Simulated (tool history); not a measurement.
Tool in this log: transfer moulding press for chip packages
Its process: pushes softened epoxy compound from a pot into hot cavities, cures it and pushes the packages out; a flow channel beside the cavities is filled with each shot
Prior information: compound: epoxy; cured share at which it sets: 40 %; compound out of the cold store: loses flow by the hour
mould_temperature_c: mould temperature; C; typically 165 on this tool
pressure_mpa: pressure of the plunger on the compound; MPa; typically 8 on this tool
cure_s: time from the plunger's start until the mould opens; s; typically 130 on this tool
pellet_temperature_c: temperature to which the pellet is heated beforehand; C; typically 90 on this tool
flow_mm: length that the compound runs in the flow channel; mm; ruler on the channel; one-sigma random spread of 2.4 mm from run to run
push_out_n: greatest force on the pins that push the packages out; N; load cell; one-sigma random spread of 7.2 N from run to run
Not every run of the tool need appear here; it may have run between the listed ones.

| run | hour | mould_temperature_c | pressure_mpa | cure_s | pellet_temperature_c | incoming compound's hours out of the cold store | flow_mm | push_out_n |
|---|---|---|---|---|---|---|---|---|
| 1 | 0 | 165 | 8 | 130 | 90 | 27.7 | 553 | 422 |
|  | 28.2 | cavities cleaned with cleaning compound and waxed |
| 2 | 80.6 | 158 | 8 | 130 | 90 | 47.1 | 524 | 594 |
|  | 91.2 | cavities cleaned with cleaning compound and waxed |
|  | 147.2 | plunger's sealing rings changed |
|  | 157.3 | cavities cleaned with cleaning compound and waxed |
| 3 | 158 | 158 | 8 | 130 | 90 | 13.1 | 621 | 442 |
| 4 | 200.8 | 158 | 8 | 130 | 90 | 21.9 | 593 | 588 |
|  | 220.9 | cavities cleaned with cleaning compound and waxed |
| 5 | 276.1 | 158 | 8 | 130 | 90 | 45.9 | 546 | 555 |
|  | 284.1 | cavities cleaned with cleaning compound and waxed |
| 6 | 322 | 165 | 8 | 130 | 94 | 15.6 | 576 | 437 |
|  | 328.5 | mould's thermocouples calibrated |
|  | 353 | cavities cleaned with cleaning compound and waxed |
| 7 | 394.2 | 165 | 8 | 130 | 81 | 30.9 | 543 | 440 |
|  | 416.6 | cavities cleaned with cleaning compound and waxed |
| 8 | 442.4 | 165 | 8 | 154 | 90 | 14.7 | 558 | 386 |
|  | 482.5 | cavities cleaned with cleaning compound and waxed |
|  | 490.4 | plunger's sealing rings changed |
| 9 | 507.3 | 165 | 8 | 154 | 90 | 18.4 | 594 | 355 |
|  | 550.6 | cavities cleaned with cleaning compound and waxed |
| 10 | 577.8 | 164 | 7.54 | 114 | 90 | 16.3 | 574 | 465 |

Here are 5 independent what-if runs from the current tool condition. What would each one return?
|  | 616.9 | cavities cleaned with cleaning compound and waxed |
| A | 639.4 | 164 | 8 | 137 | 90 | 30.1 | ? | ? |
|  | 616.9 | cavities cleaned with cleaning compound and waxed |
| B | 639.4 | 173 | 8 | 130 | 90 | 24.6 | ? | ? |
|  | 616.9 | cavities cleaned with cleaning compound and waxed |
| C | 639.4 | 164 | 7.54 | 132 | 90 | 38.6 | ? | ? |
|  | 616.9 | cavities cleaned with cleaning compound and waxed |
| D | 639.4 | 166 | 9.09 | 114 | 90 | 43.5 | ? | ? |
|  | 616.9 | cavities cleaned with cleaning compound and waxed |
| E | 639.4 | 159 | 6.6 | 130 | 88 | 45.8 | ? | ? |

| run | flow_mm | push_out_n |
|---|---|---|
| A | 561 | 398 |
| B | 555 | 369 |
| C | 533 | 398 |
| D | 566 | 434 |
| E | 491 | 487 |
Without the tool's hidden state the same runs would have given:
| run | flow_mm | push_out_n |
|---|---|---|
| A | 580 | 322 |
| B | 573 | 296 |
| C | 551 | 321 |
| D | 585 | 351 |
| E | 507 | 397 |

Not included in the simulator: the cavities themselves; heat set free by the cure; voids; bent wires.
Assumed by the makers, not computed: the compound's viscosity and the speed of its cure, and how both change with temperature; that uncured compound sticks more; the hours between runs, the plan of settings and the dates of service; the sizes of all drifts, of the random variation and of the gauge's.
